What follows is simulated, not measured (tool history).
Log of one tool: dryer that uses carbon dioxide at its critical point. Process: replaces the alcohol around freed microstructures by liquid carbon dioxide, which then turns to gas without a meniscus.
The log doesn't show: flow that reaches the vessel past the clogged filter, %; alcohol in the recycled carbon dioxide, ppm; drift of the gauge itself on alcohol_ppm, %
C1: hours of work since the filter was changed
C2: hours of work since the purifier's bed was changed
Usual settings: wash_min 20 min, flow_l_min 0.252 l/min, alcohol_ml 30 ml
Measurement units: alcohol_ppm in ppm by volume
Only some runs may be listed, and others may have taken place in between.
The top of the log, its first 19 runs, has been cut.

{"run": 20, "day": 5.796, "wash_min": 20, "flow_l_min": 0.252, "alcohol_ml": 30, "C1": 312, "C2": 210, "alcohol_ppm": 1032}
{"run": 21, "day": 6.229, "wash_min": 20, "flow_l_min": 0.252, "alcohol_ml": 30, "C1": 316, "C2": 215, "alcohol_ppm": 1071}
{"run": 22, "day": 6.675, "wash_min": 20, "flow_l_min": 0.252, "alcohol_ml": 30, "C1": 321, "C2": 220, "alcohol_ppm": 1050}
{"run": 23, "day": 7.054, "wash_min": 20, "flow_l_min": 0.252, "alcohol_ml": 30, "C1": 325, "C2": 224, "alcohol_ppm": 1065}
{"run": 24, "day": 7.504, "wash_min": 20, "flow_l_min": 0.252, "alcohol_ml": 30, "C1": 329, "C2": 228, "alcohol_ppm": 1074}
{"run": 25, "day": 7.746, "wash_min": 20, "flow_l_min": 0.252, "alcohol_ml": 30, "C1": 332, "C2": 231, "alcohol_ppm": 1087}
{"run": 26, "day": 8.071, "wash_min": 17, "flow_l_min": 0.252, "alcohol_ml": 39, "C1": 335, "C2": 234, "alcohol_ppm": 2272}
{"run": 27, "day": 8.379, "wash_min": 18, "flow_l_min": 0.252, "alcohol_ml": 30, "C1": 339, "C2": 237, "alcohol_ppm": 1492}
{"run": 28, "day": 8.725, "wash_min": 18, "flow_l_min": 0.167, "alcohol_ml": 116, "C1": 342, "C2": 241, "alcohol_ppm": 14999}
{"run": 29, "day": 8.983, "wash_min": 18, "flow_l_min": 0.167, "alcohol_ml": 116, "C1": 345, "C2": 244, "alcohol_ppm": 15355}
{"run": 30, "day": 9.4, "wash_min": 20, "flow_l_min": 0.183, "alcohol_ml": 113, "C1": 349, "C2": 248, "alcohol_ppm": 9541}
{"run": 31, "day": 9.662, "wash_min": 20, "flow_l_min": 0.183, "alcohol_ml": 113, "C1": 352, "C2": 251, "alcohol_ppm": 9893}
{"run": 32, "day": 9.929, "wash_min": 16, "flow_l_min": 0.212, "alcohol_ml": 44, "C1": 355, "C2": 254, "alcohol_ppm": 4762}
{"run": 33, "day": 10.304, "wash_min": 16, "flow_l_min": 0.212, "alcohol_ml": 29, "C1": 359, "C2": 258, "alcohol_ppm": 3180}
{"run": 34, "day": 10.621, "wash_min": 16, "flow_l_min": 0.212, "alcohol_ml": 29, "C1": 362, "C2": 261, "alcohol_ppm": 3037}
{"run": 35, "day": 10.896, "wash_min": 31, "flow_l_min": 0.426, "alcohol_ml": 31, "C1": 365, "C2": 264, "alcohol_ppm": 62}
{"day": 11.296, "done": "inlet filter changed"}
{"run": 36, "day": 11.3, "wash_min": 17, "flow_l_min": 0.252, "alcohol_ml": 93, "C1": 0, "C2": 268, "alcohol_ppm": 2920}
{"run": 37, "day": 11.575, "wash_min": 14, "flow_l_min": 0.252, "alcohol_ml": 28, "C1": 3, "C2": 270, "alcohol_ppm": 1690}
{"run": 38, "day": 11.983, "wash_min": 14, "flow_l_min": 0.215, "alcohol_ml": 61, "C1": 7, "C2": 275, "alcohol_ppm": 5470}
{"run": 39, "day": 12.438, "wash_min": 14, "flow_l_min": 0.215, "alcohol_ml": 61, "C1": 12, "C2": 279, "alcohol_ppm": 5522}

Predict the results of run 40:
{"run": 40, "day": 12.729, "wash_min": 14, "flow_l_min": 0.215, "alcohol_ml": 61, "C1": 15, "C2": 282, "alcohol_ppm": "?"}

alcohol_ppm: 5403 ppm by volume
Take away the tool's hidden state, keep the run-to-run variation as it was, and the same run would have given alcohol_ppm 5218 ppm by volume.
